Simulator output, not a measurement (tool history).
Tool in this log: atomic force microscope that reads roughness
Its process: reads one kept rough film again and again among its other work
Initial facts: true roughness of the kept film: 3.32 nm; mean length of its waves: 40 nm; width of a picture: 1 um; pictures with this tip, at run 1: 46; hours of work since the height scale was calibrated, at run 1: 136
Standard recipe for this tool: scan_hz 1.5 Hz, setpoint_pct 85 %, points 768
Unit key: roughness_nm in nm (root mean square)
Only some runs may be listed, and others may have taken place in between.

run	day	scan_hz	setpoint_pct	points	pictures with this tip	hours of work since the height scale was calibrated	roughness_nm
1	0	1.5	85	768	46	136	2.95
2	0.483	1.5	85	768	62	145	2.944
3	0.879	1.5	85	768	75	153	2.879
4	1.267	1.5	85	305	88	160	2.87
5	1.808	1.5	85	305	106	170	2.811
6	2.462	1.5	85	305	128	183	2.805
# day 2.721: new tip fitted
7	3.071	1.5	85	285	12	194	2.996
8	3.554	1.5	85	285	28	203	2.969
9	4.242	1.5	85	285	51	216	2.889
# day 4.312: height scale calibrated on a step standard
10	4.817	1.5	85	285	68	10	2.881
11	5.412	1.5	85	285	88	21	2.835
12	5.933	0.53	85	768	106	31	2.934
13	6.412	0.53	79	660	122	40	2.947
# day 6.888: new tip fitted
14	6.996	0.62	85	529	3	50	3.119
# day 7.354: height scale calibrated on a step standard, once more
15	7.354	0.62	85	529	14	0	3.056
16	7.917	1.59	85	768	33	11	2.938
17	8.4	1.59	85	768	49	20	2.921
18	8.892	1.59	85	768	65	29	2.907
19	9.488	1.75	77	306	85	40	2.906
20	10.025	1.5	81	323	103	50	2.853
21	10.442	2.9	81	279	117	58	2.702
22	10.729	0.92	85	768	126	64	2.864
# day 11.042: new tip fitted
23	11.308	0.92	85	768	9	74	3.057
24	11.775	2.43	63	857	24	83	3.065

What differs in the tool's unlogged condition from the final listed run ahead of each entry between runs to the first listed run following it?
Runs 6 to 7: new tip fitted (day 2.721)
  radius of the tip, nm: 14.2 -> 6; height scale over the true one, %: 0.16 -> 0.18
  what was measured, less what the result would be without the hidden state, roughness_nm: -0.198 -> -0.019 nm (root mean square)
Runs 9 to 10: height scale calibrated on a step standard (day 4.312)
  radius of the tip, nm: 8.9 -> 10.2; height scale over the true one, %: 0.2 -> 0.3
  what was measured, less what the result would be without the hidden state, roughness_nm: -0.084 -> -0.109 nm (root mean square)
Runs 13 to 14: new tip fitted (day 6.888)
  radius of the tip, nm: 14.2 -> 5.3; height scale over the true one, %: 0.34 -> 0.35
  what was measured, less what the result would be without the hidden state, roughness_nm: -0.203 -> +0.004 nm (root mean square)
Runs 14 to 15: height scale calibrated on a step standard, once more (day 7.354)
  radius of the tip, nm: 5.3 -> 6.1; height scale over the true one, %: 0.35 -> 0.12
  what was measured, less what the result would be without the hidden state, roughness_nm: +0.004 -> -0.023 nm (root mean square)
Runs 22 to 23: new tip fitted (day 11.042)
  radius of the tip, nm: 14.5 -> 5.9; height scale over the true one, %: 0.19 -> 0.2
  what was measured, less what the result would be without the hidden state, roughness_nm: -0.21 -> -0.014 nm (root mean square)
